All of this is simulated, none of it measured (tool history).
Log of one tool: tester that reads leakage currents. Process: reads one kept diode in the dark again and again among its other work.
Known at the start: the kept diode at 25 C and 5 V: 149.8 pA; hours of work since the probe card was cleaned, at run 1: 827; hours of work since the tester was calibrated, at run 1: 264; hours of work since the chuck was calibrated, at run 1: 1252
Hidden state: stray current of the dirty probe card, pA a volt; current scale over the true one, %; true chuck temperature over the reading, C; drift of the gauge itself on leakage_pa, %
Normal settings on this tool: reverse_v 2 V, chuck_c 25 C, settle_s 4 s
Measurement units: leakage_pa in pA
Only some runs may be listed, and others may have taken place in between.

| run | day | reverse_v | chuck_c | settle_s | hours of work since the probe card was cleaned | hours of work since the tester was calibrated | hours of work since the chuck was calibrated | leakage_pa |
|---|---|---|---|---|---|---|---|---|
| 1 | 0 | 2 | 25 | 4 | 827 | 264 | 1252 | 105.5 |
| 2 | 8.267 | 5.63 | 25 | 4 | 967 | 403 | 1391 | 201.59 |
|  | 10.417 | chuck's temperature calibrated |
| 3 | 16.242 | 5.63 | 25 | 4 | 1100 | 536 | 98 | 218.03 |
| 4 | 25.538 | 5.63 | 25 | 4 | 1256 | 693 | 255 | 223.74 |
| 5 | 31.404 | 5.63 | 25 | 4 | 1355 | 792 | 354 | 227.77 |
| 6 | 36.225 | 5.63 | 25 | 4 | 1437 | 873 | 435 | 229.03 |
| 7 | 41.046 | 5.63 | 25 | 4 | 1518 | 954 | 516 | 231.24 |
|  | 45.271 | chuck's temperature calibrated, once more |
| 8 | 49.271 | 6.81 | 25 | 4 | 1655 | 1092 | 67 | 181.51 |
| 9 | 53.833 | 6.81 | 25 | 4 | 1732 | 1169 | 144 | 184.16 |
| 10 | 60.758 | 6.81 | 25 | 4 | 1849 | 1285 | 261 | 187.71 |
| 11 | 70.054 | 6.81 | 25 | 4 | 2005 | 1442 | 418 | 191.68 |
| 12 | 76.675 | 6.81 | 49 | 4 | 2117 | 1554 | 529 | 1565.25 |
| 13 | 82.158 | 6.81 | 49 | 4 | 2209 | 1646 | 622 | 1580.6 |
| 14 | 86.567 | 6.81 | 49 | 4 | 2284 | 1720 | 696 | 1599.93 |
| 15 | 91.629 | 6.81 | 32 | 4 | 2369 | 1806 | 781 | 383.22 |
| 16 | 99.796 | 2 | 56 | 4 | 2507 | 1943 | 919 | 1359.91 |
| 17 | 107.971 | 3.31 | 25 | 4 | 2644 | 2081 | 1057 | 136.9 |
| 18 | 114.412 | 3.31 | 25 | 4 | 2753 | 2190 | 1165 | 138.7 |
| 19 | 121.608 | 1.9 | 25 | 4 | 2874 | 2311 | 1287 | 100.88 |
| 20 | 126.204 | 1.9 | 25 | 4 | 2952 | 2388 | 1364 | 101.96 |
|  | 129.812 | chuck's temperature calibrated |
| 21 | 131.096 | 5.2 | 25 | 4 | 3033 | 2469 | 22 | 154.55 |
| 22 | 140.146 | 15.19 | 32 | 9.02 | 3185 | 2622 | 174 | 571.05 |
| 23 | 145.967 | 13.55 | 21 | 4 | 3283 | 2720 | 272 | 197.65 |
|  | 146.562 | probe card cleaned and baked |
| 24 | 154.45 | 13.55 | 21 | 4 | 133 | 2861 | 413 | 197.62 |
| 25 | 163.808 | 2.02 | 24 | 0.56 | 291 | 3019 | 571 | 86.05 |
| 26 | 172.025 | 2.02 | 24 | 0.56 | 429 | 3157 | 709 | 88.01 |
| 27 | 180.721 | 2.02 | 31 | 0.56 | 576 | 3304 | 856 | 170 |
| 28 | 188.571 | 2.02 | 31 | 0.56 | 708 | 3436 | 988 | 173.97 |
| 29 | 195.312 | 2.02 | 31 | 0.56 | 822 | 3550 | 1102 | 176.73 |
| 30 | 203.796 | 2.25 | 25 | 0.5 | 965 | 3693 | 1245 | 111.05 |
| 31 | 209.008 | 2.25 | 31 | 1.09 | 1053 | 3781 | 1333 | 194.54 |
|  | 213.392 | tester calibrated |
|  | 214.762 | chuck's temperature calibrated |
| 32 | 218.262 | 1.3 | 44 | 1.05 | 1206 | 81 | 59 | 363.27 |
| 33 | 227.658 | 1.3 | 44 | 1.05 | 1364 | 239 | 217 | 370.64 |
| 34 | 236.717 | 1.3 | 44 | 1.05 | 1517 | 392 | 370 | 377.45 |
| 35 | 245.188 | 2.32 | 25 | 3.41 | 1660 | 534 | 513 | 102.09 |
| 36 | 251.396 | 2.32 | 25 | 3.41 | 1764 | 639 | 617 | 103.69 |
| 37 | 255.904 | 17.24 | 22 | 3.51 | 1840 | 715 | 693 | 265.44 |

Each row is a separate what-if for the run after 37, all from the same tool condition, not one after another. Results?
| A | 261.804 | 2 | 25 | 2.52 | 1940 | 815 | 793 | ? |
| B | 261.804 | 3.87 | 25 | 5.41 | 1940 | 815 | 793 | ? |
| C | 261.804 | 2.05 | 30 | 3.51 | 1940 | 815 | 793 | ? |
| D | 261.804 | 16.01 | 22 | 1.02 | 1940 | 815 | 793 | ? |
| E | 261.804 | 2 | 21 | 4 | 1940 | 815 | 793 | ? |

| run | leakage_pa |
|---|---|
| A | 97.23 |
| B | 144.31 |
| C | 156.09 |
| D | 258.34 |
| E | 66.51 |
Without the tool's unlogged condition, the same runs would have read:
| run | leakage_pa |
|---|---|
| A | 86.74 |
| B | 128.55 |
| C | 140.02 |
| D | 227.93 |
| E | 59.01 |

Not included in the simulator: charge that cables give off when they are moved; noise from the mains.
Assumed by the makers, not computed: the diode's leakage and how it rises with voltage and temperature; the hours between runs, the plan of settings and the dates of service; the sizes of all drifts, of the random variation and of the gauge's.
